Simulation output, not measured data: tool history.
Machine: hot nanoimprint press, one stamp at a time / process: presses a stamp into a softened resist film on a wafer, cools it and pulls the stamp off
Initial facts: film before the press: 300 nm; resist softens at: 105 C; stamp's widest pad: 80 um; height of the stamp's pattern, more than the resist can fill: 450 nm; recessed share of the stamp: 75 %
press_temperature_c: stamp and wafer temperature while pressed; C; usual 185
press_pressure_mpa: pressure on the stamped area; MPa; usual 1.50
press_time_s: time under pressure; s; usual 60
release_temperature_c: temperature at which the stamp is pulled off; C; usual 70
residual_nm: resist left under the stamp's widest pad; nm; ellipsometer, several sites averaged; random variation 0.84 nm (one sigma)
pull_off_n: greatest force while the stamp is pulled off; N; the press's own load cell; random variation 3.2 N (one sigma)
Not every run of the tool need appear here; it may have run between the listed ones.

Run 1, day 0.000: usual settings. Result: residual_nm 115.8 nm, pull_off_n 208 N.
Run 2, day 0.262: usual settings but press_pressure_mpa 1.00 MPa. Result: residual_nm 139.1 nm, pull_off_n 206 N.
Run 3, day 0.525: usual settings. Result: residual_nm 114.6 nm, pull_off_n 212 N.
Run 4, day 0.825: usual settings. Result: residual_nm 118.4 nm, pull_off_n 213 N.
Run 5, day 0.988: usual settings. Result: residual_nm 118.8 nm, pull_off_n 215 N.
Run 6, day 1.167: usual settings but press_pressure_mpa 1.18 MPa. Result: residual_nm 130.7 nm, pull_off_n 208 N.
Run 7, day 1.492: usual settings but press_pressure_mpa 1.18 MPa. Result: residual_nm 131.2 nm, pull_off_n 207 N.
Run 8, day 1.792: usual settings but press_temperature_c 184 C. Result: residual_nm 121.7 nm, pull_off_n 210 N.
Run 9, day 2.079: usual settings but release_temperature_c 56 C. Result: residual_nm 117.2 nm, pull_off_n 265 N.
Run 10, day 2.462: usual settings but release_temperature_c 56 C. Result: residual_nm 117.5 nm, pull_off_n 268 N.
Run 11, day 2.796: usual settings but release_temperature_c 56 C. Result: residual_nm 117.4 nm, pull_off_n 268 N.
Run 12, day 3.033: usual settings. Result: residual_nm 116.2 nm, pull_off_n 215 N.
Run 13, day 3.388: usual settings. Result: residual_nm 119.4 nm, pull_off_n 220 N.
Run 14, day 3.750: usual settings. Result: residual_nm 119.4 nm, pull_off_n 214 N.
Run 15, day 3.942: usual settings. Result: residual_nm 117.8 nm, pull_off_n 220 N.
Run 16, day 4.212: usual settings. Result: residual_nm 120.1 nm, pull_off_n 220 N.
Run 17, day 4.421: usual settings but press_time_s 31 s. Result: residual_nm 151.3 nm, pull_off_n 216 N.
Run 18, day 4.621: usual settings but press_temperature_c 181 C, press_pressure_mpa 1.13 MPa, release_temperature_c 71 C. Result: residual_nm 160.1 nm, pull_off_n 212 N.
Run 19, day 4.779: usual settings but press_time_s 35 s, release_temperature_c 76 C. Result: residual_nm 144.8 nm, pull_off_n 196 N.
Run 20, day 5.012: usual settings but press_temperature_c 182 C, press_pressure_mpa 2.01 MPa, press_time_s 68 s, release_temperature_c 66 C. Result: residual_nm 112.8 nm, pull_off_n 243 N.
Run 21, day 5.233: usual settings but release_temperature_c 69 C. Result: residual_nm 119.1 nm, pull_off_n 231 N.
Run 22, day 5.392: usual settings but press_temperature_c 190 C, press_time_s 59 s, release_temperature_c 76 C. Result: residual_nm 92.7 nm, pull_off_n 200 N.
Run 23, day 5.742: usual settings but press_temperature_c 190 C, press_time_s 59 s, release_temperature_c 76 C. Result: residual_nm 95.0 nm, pull_off_n 193 N.
Run 24, day 5.942: usual settings but press_temperature_c 190 C, press_time_s 59 s, release_temperature_c 76 C. Result: residual_nm 94.7 nm, pull_off_n 200 N.
Run 25, day 6.100: usual settings but press_pressure_mpa 1.77 MPa, press_time_s 46 s, release_temperature_c 75 C. Result: residual_nm 122.8 nm, pull_off_n 209 N.
At day 6.392: stamp cleaned and given a new release coat.
Run 26, day 6.625: usual settings but press_temperature_c 189 C, press_pressure_mpa 1.47 MPa, press_time_s 63 s, release_temperature_c 75 C. Result: residual_nm 96.9 nm, pull_off_n 143 N.
Run 27, day 6.983: usual settings but press_temperature_c 189 C, release_temperature_c 60 C. Result: residual_nm 98.8 nm, pull_off_n 190 N.
Run 28, day 7.275: usual settings but press_temperature_c 189 C, release_temperature_c 60 C. Result: residual_nm 98.8 nm, pull_off_n 190 N.
Run 29, day 7.529: usual settings but press_temperature_c 189 C, release_temperature_c 60 C. Result: residual_nm 98.4 nm, pull_off_n 195 N.
Run 30, day 7.742: usual settings but press_temperature_c 176 C, press_pressure_mpa 1.46 MPa. Result: residual_nm 179.4 nm, pull_off_n 164 N.
Run 31, day 7.900: usual settings but press_temperature_c 176 C, press_pressure_mpa 1.46 MPa, press_time_s 51 s. Result: residual_nm 189.6 nm, pull_off_n 153 N.

Table of differences, measured result less the result of that run with no hidden state. Run-to-run variation is the same in both. Gauge scatter possibly is not:
The tool's hidden condition here consists of: true temperature over the reading, C; pressure that arrives at the usual setting, %; grip of the stamp's worn release coat, % over a new coat's; drift of the gauge itself on residual_nm, %; drift of the gauge itself on pull_off_n, %.
run  residual_nm  pull_off_n
  1         +5.3         +56
  2         +6.2         +56
  3         +5.5         +58
  4         +5.6         +59
  5         +5.6         +60
  6         +6.1         +58
  7         +6.3         +58
  8         +6.1         +59
  9         +5.9         +75
 10         +6.1         +77
 11         +6.2         +77
 12         +6.2         +64
 13         +6.5         +66
 14         +6.5         +65
 15         +6.5         +67
 16         +6.7         +68
 17         +7.7         +66
 18         +8.4         +66
 19         +7.7         +61
 20         +6.9         +76
 21         +6.9         +73
 22         +5.5         +63
 23         +5.7         +62
 24         +5.7         +64
 25         +7.3         +68
 26         +6.0          +4
 27         +6.1          +6
 28         +6.2          +7
 29         +6.3          +7
 30        +10.1          +7
 31        +10.2          +8
